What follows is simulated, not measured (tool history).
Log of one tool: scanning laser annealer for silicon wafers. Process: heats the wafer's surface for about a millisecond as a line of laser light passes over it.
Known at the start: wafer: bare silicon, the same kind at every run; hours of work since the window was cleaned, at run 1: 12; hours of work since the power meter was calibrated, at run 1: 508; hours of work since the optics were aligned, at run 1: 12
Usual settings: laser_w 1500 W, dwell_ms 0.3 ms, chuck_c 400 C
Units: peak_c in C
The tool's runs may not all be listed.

run	hour	laser_w	dwell_ms	chuck_c	hours of work since the window was cleaned	hours of work since the power meter was calibrated	hours of work since the optics were aligned	peak_c
1	0	1500	0.3	400	12	508	12	1213
2	22	1500	0.3	400	26	522	26	1214
3	49.1	1500	0.278	400	43	539	43	1179
4	64.6	1500	0.278	400	52	548	52	1178
5	76.1	1500	0.3	400	60	555	60	1210
6	103.7	1500	0.3	400	77	573	77	1211
7	116.4	1500	0.3	400	85	581	85	1212
8	129.4	1500	0.3	400	93	589	93	1209
9	154	1500	0.3	400	108	604	108	1208
10	180.4	1500	0.3	400	125	621	125	1210
11	194.8	1500	0.3	400	134	630	134	1204
12	214.8	1500	0.3	400	146	642	146	1205
13	233.4	1500	0.3	400	158	654	158	1203
14	258	1500	0.228	400	173	669	173	1087
15	273	1500	0.228	400	183	678	183	1087
16	288	1500	0.228	400	192	688	192	1089
17	304.6	1500	0.228	400	202	698	202	1086
18	324.1	1466	0.3	400	215	710	215	1180
19	335.6	1466	0.3	400	222	717	222	1176
20	347	1466	0.3	400	229	725	229	1176
21	358.1	1501	0.361	383	236	732	236	1271
22	383.6	1501	0.361	383	252	747	252	1270
23	404.3	1373	0.3	420	265	760	265	1133
24	418.3	1373	0.3	420	273	769	273	1128
25	440.5	1322	0.3	407	287	783	287	1078
26	458.9	1591	0.293	407	299	795	299	1261
27	474.8	1332	0.3	400	309	804	309	1081
28	489	1332	0.3	400	318	813	318	1080
29	506.3	1511	0.297	402	328	824	328	1198
30	524.2	1511	0.297	402	340	835	340	1201
31	536.5	1511	0.297	402	347	843	347	1203
32	551.8	1476	0.212	410	357	853	357	1047
33	577.4	1348	0.225	400	373	869	373	986
34	591.7	1380	0.275	401	382	877	382	1074
35	602.8	1596	0.3	400	389	884	389	1264
36	613.9	1492	0.237	380	396	891	396	1068
37	630.1	1621	0.309	400	406	901	406	1291
38	643.9	1360	0.231	405	414	910	414	1005
39	655.6	1306	0.308	362	422	917	422	1030
40	677.9	1306	0.308	362	436	931	436	1026

4 ways to go on from here, each from the tool as it stands after run 40. What would each give?
A	694.5	1383	0.373	406	446	942	446	?
B	694.5	1421	0.285	362	446	942	446	?
C	694.5	1393	0.3	400	446	942	446	?
D	694.5	1311	0.293	400	446	942	446	?

run	peak_c
A	1206
B	1076
C	1116
D	1051
Without the tool's hidden state the same runs would have given:
run	peak_c
A	1235
B	1102
C	1142
D	1074
